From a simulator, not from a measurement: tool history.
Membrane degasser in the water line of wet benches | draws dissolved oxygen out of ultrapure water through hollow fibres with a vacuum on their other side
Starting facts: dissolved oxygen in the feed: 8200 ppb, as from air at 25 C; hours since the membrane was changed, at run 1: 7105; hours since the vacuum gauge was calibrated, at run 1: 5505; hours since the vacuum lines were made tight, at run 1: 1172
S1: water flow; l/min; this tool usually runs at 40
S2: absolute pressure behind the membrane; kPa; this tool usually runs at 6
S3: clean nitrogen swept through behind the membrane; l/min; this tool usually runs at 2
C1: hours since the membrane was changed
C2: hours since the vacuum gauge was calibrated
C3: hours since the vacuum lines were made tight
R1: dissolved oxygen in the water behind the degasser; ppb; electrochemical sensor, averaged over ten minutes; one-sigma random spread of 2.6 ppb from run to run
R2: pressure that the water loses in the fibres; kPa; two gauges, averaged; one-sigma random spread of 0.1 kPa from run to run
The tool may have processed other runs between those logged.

run    hour  S1     S2    S3     C1    C2    C3     R1     R2
  1       0  40      6     2   7105  5505  1172  418.4  45.22
  2   288.5  40      6     2   7394  5794  1460  414.9   45.1
  3   582.6  40      6     2   7688  6088  1754  415.1  45.08
  4   727.7  40      6     2   7833  6233  1899  413.6  45.06
  5   891.5  30      6     2   7997  6397  2063  292.4  33.91
     1032.9  -- vacuum gauge calibrated
  6  1072.7  40      6     2   8178    40  2244    415     45
  7  1409.1  40      6     2   8514   376  2580  417.7  45.22
  8  1675.7  40      6     2   8780   643  2847  418.5  44.97
  9  2003.1  40      6  4.06   9108   970  3174  360.4  45.22
 10  2192.9  40      6     2   9298  1160  3364  415.9  45.32
 11  2501.6  40      6   0.9   9606  1469  3673  522.2   45.1
 12  2789.5  40      6   0.9   9894  1757  3961  521.5  45.34
 13  2960.9  41      6     2  10066  1928  4132  429.8  46.27
 14  3238.2  41      6     2  10343  2205  4409  424.4  46.24
 15  3385.8  41      6     2  10491  2353  4557  434.7  46.44
 16  3563.2  41      6     2  10668  2530  4734  434.6  46.22
 17  3840.8  53   8.42  5.39  10946  2808  5012  534.7  59.79
 18  4009.8  31  14.63  5.71  11115  2977  5181  354.8  34.96
 19  4277.4  31  14.63  5.71  11382  3245  5449  353.1  35.13
 20  4421.5  40      6  2.03  11526  3389  5593  413.2  45.23
 21  4678.6  40      6  2.03  11783  3646  5850  417.2  45.14
 22  4915.5  40  10.64  1.43  12020  3883  6087  692.3   45.2
 23  5226.9  44   6.54  1.16  12332  4194  6398    572  49.44
 24  5384.1  44   6.54  1.16  12489  4351  6555  578.4  49.75
 25    5669  44   9.12  3.66  12774  4636  6840  488.5   49.6
 26  5899.8  26   7.54  1.49  13005  4867  7071  322.9  29.36
 27  6188.9  40   7.54  1.46  13294  5156  7360  534.4  45.11
 28  6339.7  40   7.54  1.46  13444  5307  7511  541.6  45.26
 29  6544.2  40   7.54  1.46  13649  5511  7715  529.6  45.05
 30  6872.3  47   7.54  1.92  13977  5839  8044  576.1  53.07
     6920.4  -- seals of the vacuum lines changed
 31  7023.2  47   7.54  1.92  14126  5988   103  577.3   53.1
 32  7343.1  40   4.95  5.63  14446  6308   423  329.7  45.03

Below are 3 alternative next runs, each starting from the tool's condition after run 32. Predict each:
  A  7530.7  48  4.95  0.91  14634  6496  610   ?   ?
  B  7530.7  40     6  0.91  14634  6496  610   ?   ?
  C  7530.7  40     6  1.15  14634  6496  610   ?   ?

run     R1     R2
  A  539.4  54.19
  B    527  45.03
  C  486.8  45.05
With the hidden condition removed and each run's random variation left untouched, the same runs would have given:
run     R1     R2
  A  538.1  54.15
  B  525.9  44.99
  C  485.8  45.02
